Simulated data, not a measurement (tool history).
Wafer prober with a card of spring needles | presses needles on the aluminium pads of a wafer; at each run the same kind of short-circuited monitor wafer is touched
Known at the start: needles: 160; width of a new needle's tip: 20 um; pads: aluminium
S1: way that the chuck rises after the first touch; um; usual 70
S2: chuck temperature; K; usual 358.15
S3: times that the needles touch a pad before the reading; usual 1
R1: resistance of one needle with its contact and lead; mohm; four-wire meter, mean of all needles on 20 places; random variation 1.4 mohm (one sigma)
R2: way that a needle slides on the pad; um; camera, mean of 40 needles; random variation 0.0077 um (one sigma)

run	hour	S1	S2	S3	R1	R2
1	0.0	70	358.15	1	188	9.711
2	8.3	70	358.15	1	275	9.701
3	15.6	70	358.15	3	182	9.705
# hour 24.6: tips cleaned on abrasive film
4	24.8	65	358.15	1	148	8.992
5	34.1	65	358.15	1	284	8.997
6	47.6	65	358.15	1	319	9.003
# hour 51.5: tips cleaned on abrasive film
# hour 56.9: height of the first contact set anew
7	65.4	65	358.15	1	305	9.039
8	75.5	70	358.15	1	292	9.716
# hour 78.6: tips cleaned on abrasive film
9	89.9	70	358.15	1	272	9.705
# hour 105.5: tips cleaned on abrasive film
10	105.5	70	358.15	1	138	9.722
11	116.0	70	358.15	1	269	9.720
12	125.5	79	352.15	2	203	10.963
# hour 133.1: tips cleaned on abrasive film
13	137.9	60	352.15	2	209	8.316
14	145.9	70	311.15	1	285	9.710
15	155.6	70	311.15	1	300	9.704
# hour 160.5: tips cleaned on abrasive film
16	166.9	73	299.15	1	242	10.120
17	182.3	63	299.15	3	197	8.743
# hour 186.7: tips cleaned on abrasive film
18	197.9	81	362.15	2	191	11.222
19	205.3	72	307.15	2	217	9.973

Forecast each of these 5 alternatives for the next run:
# hour 213.5: tips cleaned on abrasive film
A	221.3	78	358.15	1	?	?
# hour 213.5: tips cleaned on abrasive film
B	221.3	50	358.15	1	?	?
# hour 213.5: tips cleaned on abrasive film
C	221.3	70	351.15	1	?	?
# hour 213.5: tips cleaned on abrasive film
D	221.3	85	358.15	1	?	?
# hour 213.5: tips cleaned on abrasive film
E	221.3	51	298.15	2	?	?

run	R1	R2
A	230	10.788
B	371	6.909
C	254	9.676
D	211	11.787
E	275	7.055
Without the tool's hidden state the same runs would have given:
run	R1	R2
A	121	10.827
B	125	6.948
C	122	9.716
D	119	11.826
E	117	7.094
